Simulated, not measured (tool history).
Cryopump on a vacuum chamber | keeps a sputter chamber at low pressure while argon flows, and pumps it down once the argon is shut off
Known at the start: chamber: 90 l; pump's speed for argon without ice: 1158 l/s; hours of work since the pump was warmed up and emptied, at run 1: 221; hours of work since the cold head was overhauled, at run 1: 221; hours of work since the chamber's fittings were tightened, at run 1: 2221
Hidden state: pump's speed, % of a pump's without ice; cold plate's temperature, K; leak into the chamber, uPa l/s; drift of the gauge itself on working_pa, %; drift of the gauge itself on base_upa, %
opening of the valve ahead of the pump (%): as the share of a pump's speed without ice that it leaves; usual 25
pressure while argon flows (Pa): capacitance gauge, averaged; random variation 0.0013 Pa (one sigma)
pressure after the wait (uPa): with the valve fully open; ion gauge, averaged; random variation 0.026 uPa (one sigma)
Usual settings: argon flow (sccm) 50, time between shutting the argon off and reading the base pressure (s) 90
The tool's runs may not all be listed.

run   hour  argon flow (sccm)  time between shutting the argon off and reading the base pressure (s)  opening of the valve ahead of the pump (%)  hours of work since the pump was warmed up and emptied  hours of work since the cold head was overhauled  hours of work since the chamber's fittings were tightened  pressure while argon flows (Pa)  pressure after the wait (uPa)
  1      0                 50                                                                     90                                          25                                                     221                                               221                                                       2221                           0.2973                            1.9
  2     32                 50                                                                     90                                          25                                                     240                                               240                                                       2240                           0.2956                           1.97
  3   55.9                 50                                                                     90                                          25                                                     254                                               254                                                       2254                           0.2964                           1.99
  4     77                 50                                                                     90                                          25                                                     266                                               266                                                       2266                            0.295                           1.96
  5  107.9                 50                                                                     90                                          25                                                     284                                               284                                                       2284                           0.2975                           2.01
  6  130.4                 50                                                                     90                                          25                                                     297                                               297                                                       2298                           0.2966                           2.08
  7  148.8                 50                                                                     90                                          25                                                     308                                               308                                                       2308                           0.2969                           1.97
  8  168.8                 50                                                                     90                                          25                                                     319                                               319                                                       2320                           0.2972                           2.02
  9  198.1                 50                                                                     90                                          35                                                     337                                               337                                                       2337                           0.2134                           2.07
 10  225.1                 56                                                                     90                                          25                                                     352                                               352                                                       2353                           0.3337                           2.04
 11    245                 50                                                                     90                                          25                                                     364                                               364                                                       2365                           0.3003                           2.08
 12  278.1                 50                                                                     90                                          25                                                     383                                               383                                                       2384                           0.2983                           2.04
 13  300.3                 50                                                                     90                                          33                                                     396                                               396                                                       2397                           0.2292                           2.05
 14  314.5                 50                                                                     90                                          33                                                     405                                               405                                                       2405                           0.2305                           2.09
 15  340.2                 50                                                                     90                                          25                                                     420                                               420                                                       2420                           0.2983                            2.1
 16    362                 50                                                                     90                                          25                                                     432                                               432                                                       2433                           0.2977                           2.05
 17  388.3                 20                                                                    149                                          25                                                     448                                               448                                                       2448                           0.1206                           1.73
 18    410                 20                                                                    149                                          25                                                     460                                               460                                                       2461                           0.1198                           1.78
 19  441.4                 20                                                                    149                                          25                                                     479                                               479                                                       2479                           0.1213                           1.75
 20  469.6                 20                                                                    149                                          25                                                     495                                               495                                                       2496                           0.1197                           1.78
 21  489.7                 20                                                                    149                                          25                                                     507                                               507                                                       2507                           0.1206                            1.8
 22  523.3                 54                                                                     65                                          26                                                     527                                               527                                                       2527                           0.3125                           2.46
 23  556.2                 54                                                                    283                                          26                                                     546                                               546                                                       2546                           0.3151                            1.6
 24    581                 54                                                                    283                                          26                                                     560                                               560                                                       2561                           0.3131                            1.6
 25  608.1                 54                                                                    283                                          26                                                     576                                               576                                                       2577                           0.3154                           1.58
 26  632.2                 28                                                                    109                                          35                                                     590                                               590                                                       2591                           0.1239                           2.09
 27  665.5                 28                                                                    109                                          35                                                     610                                               610                                                       2610                           0.1242                           2.04
 28  681.2                 48                                                                     37                                          18                                                     619                                               619                                                       2619                           0.3966                            3.5
 29  703.3                 52                                                                     26                                          49                                                     632                                               632                                                       2632                           0.1687                           4.34

Forecast each of these 5 alternatives for the next run:
     709.9  -- leaking fittings of the chamber tightened, without venting
  A  720.4                 52                                                                    180                                          49                                                     640                                               640                                                          6                                ?                              ?
     709.9  -- leaking fittings of the chamber tightened, without venting
  B  720.4                 47                                                                     32                                          31                                                     640                                               640                                                          6                                ?                              ?
     709.9  -- leaking fittings of the chamber tightened, without venting
  C  720.4                 63                                                                     21                                          45                                                     640                                               640                                                          6                                ?                              ?
     709.9  -- leaking fittings of the chamber tightened, without venting
  D  720.4                 23                                                                     33                                          45                                                     640                                               640                                                          6                                ?                              ?
     709.9  -- leaking fittings of the chamber tightened, without venting
  E  720.4                 45                                                                     69                                          45                                                     640                                               640                                                          6                                ?                              ?

run  pressure while argon flows (Pa)  pressure after the wait (uPa)
  A                            0.168                           0.74
  B                           0.2322                           2.77
  C                           0.2207                           3.91
  D                           0.0805                           2.55
  E                           0.1554                           1.44
Without the tool's hidden state the same runs would have given:
run  pressure while argon flows (Pa)  pressure after the wait (uPa)
  A                           0.1552                           0.69
  B                           0.2206                           2.72
  C                           0.2052                           3.87
  D                           0.0748                            2.5
  E                           0.1444                           1.39
